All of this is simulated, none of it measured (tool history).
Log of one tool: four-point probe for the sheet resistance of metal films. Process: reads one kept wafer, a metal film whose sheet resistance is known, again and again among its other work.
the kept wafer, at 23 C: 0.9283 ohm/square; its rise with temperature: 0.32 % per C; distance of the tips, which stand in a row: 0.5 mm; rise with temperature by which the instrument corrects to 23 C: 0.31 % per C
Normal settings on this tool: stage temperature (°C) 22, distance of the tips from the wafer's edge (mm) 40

run,hour,stage temperature (°C),distance of the tips from the wafer's edge (mm),sheet resistance as the instrument gives it (ohm/square)
1,0,22,40,0.926699
2,22.3,22,40,0.926886
3,39.2,22,3,0.940636
4,62.3,22,4,0.934484
5,78.6,22,4,0.933898
6,101.1,22,4,0.934157
7,112.6,22,40,0.926219
8,128.7,22,40,0.926057
9,141.8,23,40,0.926647
10,152.2,23,40,0.926236
11,171,22,11,0.926785
12,181.3,22,40,0.92541
13,199.2,22,40,0.925627
14,221.3,22,40,0.925685
15,233.2,22,40,0.925271
16,248.5,22,40,0.925635
# hour 250: stage's thermometer calibrated
17,269.6,22,10,0.926608
18,279.5,22,10,0.926521
19,301.4,22,10,0.926847
20,323.5,22,34,0.924916
# hour 343.3: stage's thermometer calibrated, once more
21,345.9,22,34,0.92472
22,365.8,24,40,0.924607
23,385,24,40,0.925123
24,405.2,34,10,0.926798
25,415.2,34,10,0.926718
26,426.5,24,10,0.925656
27,443,22,3,0.937573
28,453.9,24,49,0.924099
29,475.4,31,40,0.924748
30,486.5,23,10,0.925639
31,503,32,4,0.93295
32,515,22,11,0.924967
33,525.8,28,16,0.924672
34,539.2,22,70,0.923895
35,554.7,23,63,0.923581
36,575,27,63,0.923938
37,589.6,26,28,0.923985
38,613.8,23,6,0.92686
39,624.9,22,40,0.923438
40,639.4,22,40,0.923321
41,651.8,29,61,0.923925
42,666.7,29,61,0.923898
43,689.3,28,14,0.924354
44,707.9,25,60,0.923268
45,727.9,22,5,0.927734

A few steps of sheet resistance as the instrument gives it (ohm/square) between consecutive runs. Split each: what settings, incoming material and random variation would produce without the hidden state, and what is left over for the hidden state, along with gauge scatter present in only one of the two compared results (measured, and without hidden state):
The hidden state here: inner tips' distance over the nominal, %; tips' flats over new ones', %; wafer's true temperature over the reading, C; drift of the gauge itself on sheet_ohm, %.
Run 2 -> 3: distance of the tips from the wafer's edge (mm) 40 -> 3. sheet resistance as the instrument gives it (ohm/square) +0.01375: hidden state -0.000105, all else +0.013855.
Run 20 -> 21: stage's thermometer calibrated, once more. sheet resistance as the instrument gives it (ohm/square) -0.000196: hidden state -0.000487, all else +0.000291.
Run 26 -> 27: stage temperature (°C) 24 -> 22, distance of the tips from the wafer's edge (mm) 10 -> 3. sheet resistance as the instrument gives it (ohm/square) +0.011917: hidden state -0.000135, all else +0.012052.
Run 27 -> 28: stage temperature (°C) 22 -> 24, distance of the tips from the wafer's edge (mm) 3 -> 49. sheet resistance as the instrument gives it (ohm/square) -0.013474: hidden state -0.000004, all else -0.01347.
Run 44 -> 45: stage temperature (°C) 25 -> 22, distance of the tips from the wafer's edge (mm) 60 -> 5. sheet resistance as the instrument gives it (ohm/square) +0.004466: hidden state -0.000136, all else +0.004602.
